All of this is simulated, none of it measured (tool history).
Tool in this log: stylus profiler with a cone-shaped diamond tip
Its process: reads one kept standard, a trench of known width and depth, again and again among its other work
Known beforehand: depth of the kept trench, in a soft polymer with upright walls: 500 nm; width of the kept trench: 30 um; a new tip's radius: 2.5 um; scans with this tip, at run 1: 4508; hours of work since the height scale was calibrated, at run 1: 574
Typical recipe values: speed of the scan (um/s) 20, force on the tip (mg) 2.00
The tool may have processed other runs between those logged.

run,hour,speed of the scan (um/s),force on the tip (mg),scans with this tip,hours of work since the height scale was calibrated,depth of the trench (angstrom),width of the trench's floor (um)
1,0.0,20,2.00,4508,574,5068.2,26.73
2,33.0,20,2.00,4710,600,5069.2,26.70
3,51.7,20,2.00,4825,615,5069.4,26.73
4,84.4,18,2.00,5025,640,5070.0,26.67
5,122.1,18,2.00,5256,670,5069.0,26.75
6,145.1,18,2.00,5397,688,5073.2,26.72
7,181.1,75,2.00,5618,716,5069.8,26.58
8,214.2,34,2.00,5820,742,5070.1,26.61
9,232.5,34,2.00,5933,756,5071.4,26.68
10,262.3,53,2.00,6115,779,5069.9,26.62
11,286.4,53,2.00,6263,798,5074.8,26.57
12,325.1,20,4.51,6500,828,5117.3,26.66
13,344.1,20,4.51,6616,843,5118.0,26.65
14,377.6,55,2.00,6822,869,5075.1,26.57
15,399.1,55,2.00,6953,886,5072.0,26.49
16,422.1,20,2.00,7095,904,5074.6,26.55
17,458.9,20,2.00,7320,933,5077.9,26.61
18,478.2,20,2.00,7439,948,5077.0,26.63
19,511.3,20,1.08,7641,974,5054.6,26.54
20,546.6,20,1.08,7858,1001,5054.2,26.59
21,577.1,20,1.08,8044,1025,5056.3,26.58
22,610.7,20,1.08,8250,1051,5056.8,26.53
23,646.9,20,2.90,8472,1080,5094.1,26.52
24,678.9,58,1.49,8668,1105,5066.2,26.44
25,717.8,20,5.23,8906,1135,5136.1,26.56
26,737.5,20,5.23,9027,1150,5134.4,26.50
27,773.8,23,4.05,9249,1179,5117.1,26.50
28,790.8,20,1.09,9354,1192,5058.7,26.47
29,812.2,10,0.85,9485,1209,5052.3,26.53
30,835.4,11,2.02,9627,1227,5078.7,26.53
31,867.3,21,2.24,9822,1252,5086.1,26.45
32,883.6,11,1.07,9922,1264,5060.4,26.49
33,916.7,11,1.07,10125,1290,5063.1,26.50
34,943.9,21,0.85,10292,1311,5054.9,26.42
35,961.9,21,0.85,10402,1325,5053.4,26.41
36,983.1,69,1.58,10532,1342,5069.7,26.36
37,1018.7,41,5.97,10751,1370,5147.7,26.44
38,1043.4,41,5.97,10902,1389,5149.6,26.44
39,1074.0,77,2.29,11089,1413,5088.0,26.32
40,1091.2,77,2.29,11195,1426,5089.2,26.27
41,1124.3,26,3.68,11397,1452,5114.1,26.38
42,1157.2,26,3.68,11599,1478,5115.9,26.43
43,1178.5,21,2.65,11729,1495,5097.2,26.37
44,1203.5,35,1.39,11882,1514,5072.3,26.36
# hour 1215.0: height scale calibrated on a step standard
45,1228.2,35,1.39,12031,10,5046.5,26.31
46,1265.2,29,2.00,12258,39,5058.0,26.38

Difference, measured minus no-hidden-state, one row per run. Run-to-run variation is common to both terms; the gauge's own scatter need not be:
Hidden conditions of the tool in this case: radius of the tip, um; height scale over the true one, %; drift of the gauge itself on depth_nm, %; drift of the gauge itself on floor_um, %.
run,depth of the trench (angstrom),width of the trench's floor (um)
1,+8.0,-0.23
2,+8.4,-0.24
3,+8.7,-0.24
4,+9.1,-0.25
5,+9.7,-0.26
6,+10.0,-0.28
7,+10.5,-0.28
8,+11.0,-0.29
9,+11.2,-0.30
10,+11.6,-0.30
11,+12.0,-0.32
12,+12.6,-0.33
13,+12.9,-0.33
14,+13.2,-0.34
15,+13.5,-0.35
16,+13.8,-0.35
17,+14.3,-0.37
18,+14.5,-0.37
19,+14.9,-0.39
20,+15.4,-0.39
21,+15.8,-0.40
22,+16.2,-0.42
23,+16.8,-0.43
24,+17.2,-0.43
25,+18.0,-0.45
26,+18.3,-0.45
27,+18.7,-0.46
28,+18.8,-0.46
29,+19.1,-0.47
30,+19.5,-0.47
31,+19.9,-0.49
32,+20.1,-0.49
33,+20.6,-0.50
34,+20.9,-0.50
35,+21.2,-0.51
36,+21.5,-0.51
37,+22.5,-0.53
38,+22.8,-0.53
39,+23.0,-0.54
40,+23.2,-0.55
41,+23.7,-0.56
42,+24.3,-0.56
43,+24.5,-0.57
44,+24.7,-0.58
45,-0.9,-0.58
46,-0.5,-0.59
